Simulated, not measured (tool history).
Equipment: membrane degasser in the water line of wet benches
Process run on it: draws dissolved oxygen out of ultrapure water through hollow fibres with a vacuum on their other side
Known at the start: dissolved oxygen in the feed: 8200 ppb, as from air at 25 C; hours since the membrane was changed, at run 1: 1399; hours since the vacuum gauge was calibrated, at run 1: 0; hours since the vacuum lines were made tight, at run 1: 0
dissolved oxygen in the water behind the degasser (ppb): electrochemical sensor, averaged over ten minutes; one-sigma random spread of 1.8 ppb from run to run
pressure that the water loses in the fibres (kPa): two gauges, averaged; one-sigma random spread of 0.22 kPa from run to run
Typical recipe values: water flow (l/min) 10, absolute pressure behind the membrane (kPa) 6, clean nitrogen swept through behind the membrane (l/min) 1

run    hour  water flow (l/min)  absolute pressure behind the membrane (kPa)  clean nitrogen swept through behind the membrane (l/min)  hours since the membrane was changed  hours since the vacuum gauge was calibrated  hours since the vacuum lines were made tight  dissolved oxygen in the water behind the degasser (ppb)  pressure that the water loses in the fibres (kPa)
  1       0                  10                                            6                                                         1                                  1399                                            0                                             0                                                    175.2                                              54.38
  2   158.3                  10                                            6                                                         1                                  1557                                          158                                           158                                                    173.2                                              54.03
  3   360.8                  10                                            6                                                         1                                  1760                                          361                                           361                                                      174                                              53.96
  4   449.2                  10                                            6                                                      1.96                                  1848                                          449                                           449                                                    142.9                                              54.38
  5     551                  10                                            6                                                      1.96                                  1950                                          551                                           551                                                      147                                              53.93
  6   693.9                  10                                            6                                                      1.96                                  2093                                          694                                           694                                                    144.5                                              53.51
  7   852.2                  10                                            6                                                      1.96                                  2251                                          852                                           852                                                    145.2                                              53.57
  8   966.7                  10                                            6                                                      1.13                                  2366                                          967                                           967                                                    168.8                                              53.89
  9  1079.1                  10                                            6                                                      1.13                                  2478                                         1079                                          1079                                                      164                                              53.59
 10  1277.9                  10                                            6                                                      1.13                                  2677                                         1278                                          1278                                                    168.9                                              54.09
 11  1433.4                   7                                         5.02                                                      0.95                                  2832                                         1433                                          1433                                                     81.7                                               37.7
 12  1519.7                   7                                         5.02                                                      0.95                                  2919                                         1520                                          1520                                                     80.5                                              37.56
 13  1617.9                   7                                        11.15                                                      0.63                                  3017                                         1618                                          1618                                                    247.4                                              37.75
 14  1786.4                  10                                        13.59                                                      1.98                                  3185                                         1786                                          1786                                                    238.2                                              53.69
 15  1930.9                  10                                        13.59                                                      1.98                                  3330                                         1931                                          1931                                                      232                                              53.93
 16  2106.1                   7                                        10.22                                                      1.43                                  3505                                         2106                                          2106                                                    130.8                                              37.37
 17  2252.6                   7                                        10.22                                                      1.43                                  3652                                         2253                                          2253                                                    129.6                                              37.75
 18  2403.2                   7                                        10.22                                                      1.43                                  3802                                         2403                                          2403                                                    131.1                                              37.46
 19    2530                   7                                         6.63                                                      2.29                                  3929                                         2530                                          2530                                                       76                                               37.2

Results for each run, recomputed without the tool's hidden state and with each run's random variation untouched:
Hidden conditions of the tool in this case: membrane still open, %; true pressure behind the membrane over the reading, kPa; air that leaks in behind the membrane, l/min; drift of the gauge itself on oxygen_ppb, %; drift of the gauge itself on loss_of_pressure_kpa, %.
run  pressure that the water loses in the fibres (kPa)
  1                                              54.37
  2                                              54.05
  3                                              54.03
  4                                              54.48
  5                                              54.05
  6                                              53.66
  7                                              53.76
  8                                              54.11
  9                                              53.84
 10                                              54.39
 11                                              37.94
 12                                              37.81
 13                                              38.01
 14                                              54.11
 15                                              54.38
 16                                              37.71
 17                                              38.12
 18                                              37.85
 19                                              37.61
For dissolved oxygen in the water behind the degasser (ppb), the value without the hidden state is never more than 0.3 from the measured value.
